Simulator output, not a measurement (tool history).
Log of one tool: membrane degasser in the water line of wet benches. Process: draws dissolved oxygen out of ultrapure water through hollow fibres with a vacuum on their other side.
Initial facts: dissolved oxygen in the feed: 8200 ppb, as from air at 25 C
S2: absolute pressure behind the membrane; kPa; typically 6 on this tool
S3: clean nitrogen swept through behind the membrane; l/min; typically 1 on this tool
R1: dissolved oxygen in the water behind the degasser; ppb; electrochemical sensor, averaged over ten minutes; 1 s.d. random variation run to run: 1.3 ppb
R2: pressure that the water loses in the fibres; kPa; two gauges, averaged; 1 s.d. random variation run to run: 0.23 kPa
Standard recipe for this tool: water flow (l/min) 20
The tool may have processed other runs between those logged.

{"run": 1, "hour": 0.0, "water flow (l/min)": 20, "S2": 6, "S3": 1, "R1": 130.5, "R2": 59.64}
{"run": 2, "hour": 176.0, "water flow (l/min)": 20, "S2": 6, "S3": 1, "R1": 130.9, "R2": 59.04}
{"run": 3, "hour": 459.1, "water flow (l/min)": 20, "S2": 6, "S3": 1, "R1": 129.7, "R2": 59.4}
{"run": 4, "hour": 716.3, "water flow (l/min)": 20, "S2": 6, "S3": 1, "R1": 131.1, "R2": 59.67}
{"run": 5, "hour": 970.3, "water flow (l/min)": 20, "S2": 6, "S3": 1, "R1": 130.2, "R2": 59.6}
{"run": 6, "hour": 1281.9, "water flow (l/min)": 20, "S2": 6, "S3": 1, "R1": 130, "R2": 59.8}
{"run": 7, "hour": 1638.6, "water flow (l/min)": 20, "S2": 6, "S3": 1, "R1": 133.2, "R2": 60.1}
{"run": 8, "hour": 1805.7, "water flow (l/min)": 13, "S2": 6, "S3": 1, "R1": 87.6, "R2": 38.87}
{"run": 9, "hour": 1976.4, "water flow (l/min)": 13, "S2": 13.73, "S3": 0.44, "R1": 630, "R2": 38.92}
{"run": 10, "hour": 2319.6, "water flow (l/min)": 13, "S2": 11.88, "S3": 0.44, "R1": 526.1, "R2": 38.98}
{"run": 11, "hour": 2531.5, "water flow (l/min)": 18, "S2": 12.93, "S3": 1.06, "R1": 370.2, "R2": 54.17}
{"run": 12, "hour": 2744.8, "water flow (l/min)": 22, "S2": 14.54, "S3": 2.88, "R1": 215, "R2": 66.46}
{"run": 13, "hour": 3082.2, "water flow (l/min)": 20, "S2": 6, "S3": 1.99, "R1": 76.4, "R2": 60.39}
{"run": 14, "hour": 3268.8, "water flow (l/min)": 20, "S2": 6, "S3": 1.99, "R1": 76.2, "R2": 60.21}
{"run": 15, "hour": 3547.9, "water flow (l/min)": 21, "S2": 6.62, "S3": 2, "R1": 94.6, "R2": 63.57}
{"run": 16, "hour": 3896.4, "water flow (l/min)": 13, "S2": 10.94, "S3": 2.9, "R1": 87.3, "R2": 39.5}

Each row is a separate what-if for the run after 16, all from the same tool condition, not one after another. Results?
{"run": "A", "hour": 4153.4, "water flow (l/min)": 25, "S2": 10.94, "S3": 2.34, "R1": "?", "R2": "?"}
{"run": "B", "hour": 4153.4, "water flow (l/min)": 32, "S2": 6.39, "S3": 0.82, "R1": "?", "R2": "?"}
{"run": "C", "hour": 4153.4, "water flow (l/min)": 20, "S2": 6, "S3": 3, "R1": "?", "R2": "?"}
{"run": "D", "hour": 4153.4, "water flow (l/min)": 20, "S2": 6, "S3": 0.53, "R1": "?", "R2": "?"}
{"run": "E", "hour": 4153.4, "water flow (l/min)": 16, "S2": 6, "S3": 0.53, "R1": "?", "R2": "?"}

run=A R1=207.6 R2=75.78
run=B R1=288.7 R2=97.15
run=C R1=53.2 R2=60.78
run=D R1=225.7 R2=60.46
run=E R1=188.7 R2=48.9
Stripped of hidden state, with their random variation kept, the same runs would have yielded:
run=A R1=199.7 R2=72.91
run=B R1=270.4 R2=93.47
run=C R1=48.9 R2=58.48
run=D R1=212.5 R2=58.16
run=E R1=177.6 R2=47.06
